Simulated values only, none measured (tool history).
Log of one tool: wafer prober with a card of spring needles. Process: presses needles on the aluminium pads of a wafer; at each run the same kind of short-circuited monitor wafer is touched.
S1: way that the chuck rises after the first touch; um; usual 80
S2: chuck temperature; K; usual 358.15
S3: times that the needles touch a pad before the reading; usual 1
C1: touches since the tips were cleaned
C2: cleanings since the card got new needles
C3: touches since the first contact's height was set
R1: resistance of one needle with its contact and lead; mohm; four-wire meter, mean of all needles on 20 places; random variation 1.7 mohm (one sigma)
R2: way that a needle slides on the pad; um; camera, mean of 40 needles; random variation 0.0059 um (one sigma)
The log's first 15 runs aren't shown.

run	hour	S1	S2	S3	C1	C2	C3	R1	R2
# hour 142.3: tips cleaned on abrasive film
16	145	80	358.15	1	1202	32	74173	231	10.852
17	152.1	80	358.15	1	4262	32	77233	244	10.857
# hour 153.2: tips cleaned on abrasive film
18	162.4	80	358.15	1	3987	33	81632	249	10.845
# hour 164: tips cleaned on abrasive film
# hour 169.6: height of the first contact set anew
19	172.7	80	358.15	1	3630	34	1310	244	10.977
# hour 175.8: tips cleaned on abrasive film
20	180.1	80	358.15	1	1839	35	4465	234	10.973
# hour 186.6: tips cleaned on abrasive film
21	186.6	89	364.15	1	0	36	7229	226	12.196
# hour 197.9: tips cleaned on abrasive film
22	199.4	86	357.15	1	634	37	12726	223	11.778
23	205.1	72	333.15	1	3126	37	15218	245	9.852
# hour 208.5: tips cleaned on abrasive film
24	213	90	358.15	1	1956	38	18586	234	12.331
# hour 219.4: tips cleaned on abrasive film
25	219.4	75	384.15	2	0	39	21292	231	10.25
26	226.9	75	384.15	2	3245	39	24537	238	10.259
# hour 230.9: tips cleaned on abrasive film
27	235.3	75	384.15	2	1899	40	28131	237	10.254
# hour 242.2: tips cleaned on abrasive film
28	244	80	330.15	1	780	41	31830	222	10.922
# hour 252.9: tips cleaned on abrasive film
29	254.6	63	358.15	1	725	42	36379	235	8.595
# hour 264: tips cleaned on abrasive film
30	265.5	63	358.15	1	668	43	41068	233	8.565
31	273.6	82	304.15	1	4156	43	44556	230	11.189
# hour 274.7: tips cleaned on abrasive film
32	282.7	82	304.15	1	3475	44	48447	232	11.186
# hour 285.7: tips cleaned on abrasive film
33	292	64	361.15	1	2732	45	52428	256	8.708

4 ways to go on from here, each from the tool as it stands after run 33. What would each give?
# hour 296.4: tips cleaned on abrasive film
A	300.7	90	387.15	1	1846	46	56142	?	?
# hour 296.4: tips cleaned on abrasive film
B	300.7	88	311.15	2	1846	46	56142	?	?
# hour 296.4: tips cleaned on abrasive film
C	300.7	64	361.15	1	1846	46	56142	?	?
# hour 296.4: tips cleaned on abrasive film
D	300.7	65	300.15	1	1846	46	56142	?	?

run	R1	R2
A	239	12.257
B	215	11.993
C	246	8.691
D	233	8.829
Without the tool's hidden state the same runs would have given:
run	R1	R2
A	227	12.346
B	206	12.083
C	224	8.78
D	210	8.918
